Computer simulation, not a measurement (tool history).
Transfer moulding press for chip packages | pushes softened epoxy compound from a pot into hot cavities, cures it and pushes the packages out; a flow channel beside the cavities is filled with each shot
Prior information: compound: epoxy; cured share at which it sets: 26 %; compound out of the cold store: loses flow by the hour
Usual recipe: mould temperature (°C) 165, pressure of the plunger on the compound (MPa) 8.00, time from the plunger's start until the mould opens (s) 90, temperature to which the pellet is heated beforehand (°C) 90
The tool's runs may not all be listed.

run   hour  mould temperature (°C)  pressure of the plunger on the compound (MPa)  time from the plunger's start until the mould opens (s)  temperature to which the pellet is heated beforehand (°C)  incoming compound's hours out of the cold store  length that the compound runs in the flow channel (mm)  greatest force on the pins that push the packages out (N)
  1    0.0                     165                                           8.00                                                       90                                                         90                                             26.1                                                     707                                                        668
       3.1  -- cavities cleaned with cleaning compound and waxed
  2   12.3                     165                                           8.00                                                       90                                                         90                                             24.2                                                     710                                                        528
  3   22.4                     165                                           8.00                                                       90                                                         90                                             28.1                                                     699                                                        618
  4   33.1                     165                                           8.00                                                       82                                                         90                                             11.9                                                     745                                                        740
      35.5  -- cavities cleaned with cleaning compound and waxed
  5   44.8                     165                                           8.00                                                       82                                                         90                                             42.8                                                     665                                                        594
  6   58.2                     165                                           8.00                                                       76                                                         90                                             22.6                                                     710                                                        789
      68.9  -- cavities cleaned with cleaning compound and waxed
  7   74.0                     165                                           8.00                                                       76                                                         90                                             22.9                                                     705                                                        647
  8   92.5                     165                                           8.64                                                       76                                                         90                                             35.3                                                     708                                                        787
     100.7  -- cavities cleaned with cleaning compound and waxed
  9  104.0                     165                                           8.64                                                       76                                                         90                                             42.1                                                     687                                                        576
 10  122.1                     165                                           8.64                                                       76                                                         90                                             19.7                                                     737                                                        797
     132.8  -- cavities cleaned with cleaning compound and waxed
 11  141.7                     165                                           8.64                                                       76                                                         90                                             37.8                                                     688                                                        656
 12  151.0                     165                                           8.64                                                       80                                                         90                                             33.0                                                     703                                                        669
 13  159.7                     165                                           8.64                                                       80                                                         90                                             25.1                                                     726                                                        759
     165.7  -- cavities cleaned with cleaning compound and waxed
 14  179.9                     165                                           8.64                                                       80                                                         90                                              9.9                                                     759                                                        662
     197.7  -- cavities cleaned with cleaning compound and waxed
 15  200.1                     165                                           8.00                                                       90                                                         90                                             20.3                                                     702                                                        454
 16  215.7                     166                                           8.66                                                      114                                                         89                                             33.3                                                     693                                                        499
     230.3  -- cavities cleaned with cleaning compound and waxed
 17  230.3                     165                                           8.00                                                       90                                                         99                                             19.7                                                     704                                                        423

Run 18 is up next; what results do you expect?
 18  239.1                     165                                           8.00                                                       90                                                         98                                             44.2                                                       ?                                                          ?

length that the compound runs in the flow channel (mm): 645
greatest force on the pins that push the packages out (N): 505
With no hidden state in the tool, this same run would have given length that the compound runs in the flow channel (mm) 671, greatest force on the pins that push the packages out (N) 412.

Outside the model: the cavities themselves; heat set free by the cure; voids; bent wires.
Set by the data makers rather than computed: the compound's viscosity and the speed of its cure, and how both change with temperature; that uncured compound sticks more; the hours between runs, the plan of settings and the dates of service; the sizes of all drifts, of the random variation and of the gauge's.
